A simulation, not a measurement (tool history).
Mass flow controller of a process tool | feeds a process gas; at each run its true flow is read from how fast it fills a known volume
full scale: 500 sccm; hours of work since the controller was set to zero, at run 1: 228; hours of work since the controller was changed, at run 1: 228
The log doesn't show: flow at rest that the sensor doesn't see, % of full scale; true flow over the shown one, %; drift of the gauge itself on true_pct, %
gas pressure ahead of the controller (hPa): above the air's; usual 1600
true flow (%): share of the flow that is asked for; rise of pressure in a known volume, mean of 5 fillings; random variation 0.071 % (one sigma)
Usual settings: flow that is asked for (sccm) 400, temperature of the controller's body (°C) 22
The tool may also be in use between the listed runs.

run	hour	flow that is asked for (sccm)	gas pressure ahead of the controller (hPa)	temperature of the controller's body (°C)	hours of work since the controller was set to zero	hours of work since the controller was changed	true flow (%)
1	0.0	400	1600	22	228	228	99.30
2	98.5	400	1600	22	305	305	99.38
3	181.3	400	1600	22	370	370	99.34
4	285.0	400	1600	22	452	452	99.21
5	371.0	400	1600	22	520	520	99.37
6	468.7	400	1600	22	597	597	99.15
7	567.4	400	2170	22	674	674	99.55
8	650.8	400	1600	22	740	740	99.03
9	805.1	400	1600	22	861	861	99.09
10	960.5	400	1600	22	984	984	99.10
11	1077.4	400	1600	22	1076	1076	98.79
12	1159.5	400	1920	22	1140	1140	99.01
13	1328.4	400	1600	22	1273	1273	98.81
14	1405.3	400	1600	22	1334	1334	98.79
15	1490.2	400	1600	22	1401	1401	98.88
16	1625.8	400	1600	28	1508	1508	98.36
17	1749.2	400	1600	25	1605	1605	98.55
18	1919.3	400	1600	25	1739	1739	98.58
19	2050.6	50	1600	25	1842	1842	93.48
20	2218.7	400	2460	22	1975	1975	99.00
21	2353.8	232	1410	23	2081	2081	97.27
22	2488.5	232	1410	23	2187	2187	97.23
23	2634.9	232	1410	23	2302	2302	97.16
24	2719.0	220	2020	33	2369	2369	96.65
25	2882.4	86	1590	33	2497	2497	94.01
26	2967.7	86	1590	33	2564	2564	93.83
27	3135.7	212	1840	22	2697	2697	96.87
28	3219.2	400	1930	28	2762	2762	97.95
29	3315.3	215	1930	28	2838	2838	96.39
30	3398.3	215	1930	28	2903	2903	96.38
31	3526.3	267	1600	22	3004	3004	97.12
32	3694.2	212	1780	27	3136	3136	96.24
33	3820.3	124	1430	26	3236	3236	94.44
34	3975.6	107	2760	23	3358	3358	94.65

5 ways to go on from here, each from the tool as it stands after run 34. What would each give?
A	4154.8	107	1720	20	3499	3499	?
B	4154.8	107	1540	23	3499	3499	?
C	4154.8	190	2760	27	3499	3499	?
D	4154.8	152	1470	21	3499	3499	?
E	4154.8	77	2170	23	3499	3499	?

run	true flow (%)
A	94.09
B	93.67
C	96.17
D	95.14
E	92.63
Without the tool's hidden state the same runs would have given:
run	true flow (%)
A	98.62
B	98.18
C	99.11
D	98.60
E	98.56
